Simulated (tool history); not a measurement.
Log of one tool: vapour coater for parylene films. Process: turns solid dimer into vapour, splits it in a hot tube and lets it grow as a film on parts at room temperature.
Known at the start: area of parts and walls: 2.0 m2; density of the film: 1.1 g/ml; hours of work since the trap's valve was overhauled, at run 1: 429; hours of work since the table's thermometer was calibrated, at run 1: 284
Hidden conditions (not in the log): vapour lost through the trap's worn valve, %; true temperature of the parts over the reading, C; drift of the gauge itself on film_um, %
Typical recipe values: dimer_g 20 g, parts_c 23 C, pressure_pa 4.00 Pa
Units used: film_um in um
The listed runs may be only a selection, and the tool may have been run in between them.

run,hour,dimer_g,parts_c,pressure_pa,hours of work since the trap's valve was overhauled,hours of work since the table's thermometer was calibrated,film_um
1,0.0,20,23,4.00,429,284,5.54
2,7.6,15,23,4.00,436,291,4.17
3,19.5,20,23,4.57,446,301,5.42
4,29.7,20,23,4.57,455,310,5.29
# hour 38.5: trap's valve overhauled
5,40.3,20,23,4.57,2,316,6.34
6,47.4,20,23,4.57,8,322,6.33
7,58.7,20,23,4.00,18,332,6.52
8,70.2,20,23,4.00,28,342,6.50
9,79.0,20,31,4.00,36,350,4.74
10,93.9,20,31,4.00,49,363,4.64
11,105.0,20,31,4.00,59,373,4.74
12,116.8,20,23,3.67,69,384,6.47
13,131.6,20,23,3.67,82,397,6.47
14,143.3,20,23,3.67,93,407,6.44
15,149.5,20,23,3.67,98,413,6.39
16,159.7,11,23,3.67,107,422,3.49
17,166.1,11,23,3.67,113,427,3.55
18,178.1,23,23,3.67,123,438,7.23
19,188.1,20,23,4.00,132,447,6.18
20,201.1,20,23,4.00,144,458,6.20
21,211.7,12,20,11.20,153,467,3.37
22,218.7,12,20,11.20,159,474,3.36
23,225.3,19,16,7.75,165,479,6.80
24,236.6,19,16,7.75,175,489,6.68
25,251.6,19,28,7.75,188,503,4.19
26,263.9,19,28,7.75,199,514,4.21
27,271.8,19,28,7.75,206,521,4.22
28,281.1,13,26,7.75,214,529,3.09
29,295.7,18,23,4.00,227,542,5.47
30,310.0,20,26,4.00,240,554,5.30
31,324.3,20,26,4.00,252,567,5.34
32,336.8,13,31,4.00,263,578,2.79
33,345.4,13,31,4.00,271,585,2.81
34,355.9,30,18,5.81,280,595,10.01
35,364.5,30,18,5.81,288,602,10.10
36,376.1,11,20,10.17,298,613,2.98
37,384.1,11,20,10.17,305,620,3.01
38,396.6,11,20,2.11,316,631,4.06

Some steps in film_um, run to run, broken into two amounts with sign: the step expected even without the hidden condition (settings, incoming material, random variation), and the rest, left for the hidden condition together with whatever gauge scatter is not in both the measured and the hidden-condition-free result:
Run 4 -> 5: trap's valve overhauled. film_um +1.05 um: hidden state +0.95, all else +0.10.
Run 17 -> 18: dimer_g 11 -> 23. film_um +3.68 um: hidden state -0.21, all else +3.89.
Run 33 -> 34: dimer_g 13 -> 30, parts_c 31 -> 18, pressure_pa 4.00 -> 5.81. film_um +7.20 um: hidden state -0.85, all else +8.05.
Run 35 -> 36: dimer_g 30 -> 11, parts_c 18 -> 20, pressure_pa 5.81 -> 10.17. film_um -7.12 um: hidden state +0.84, all else -7.96.

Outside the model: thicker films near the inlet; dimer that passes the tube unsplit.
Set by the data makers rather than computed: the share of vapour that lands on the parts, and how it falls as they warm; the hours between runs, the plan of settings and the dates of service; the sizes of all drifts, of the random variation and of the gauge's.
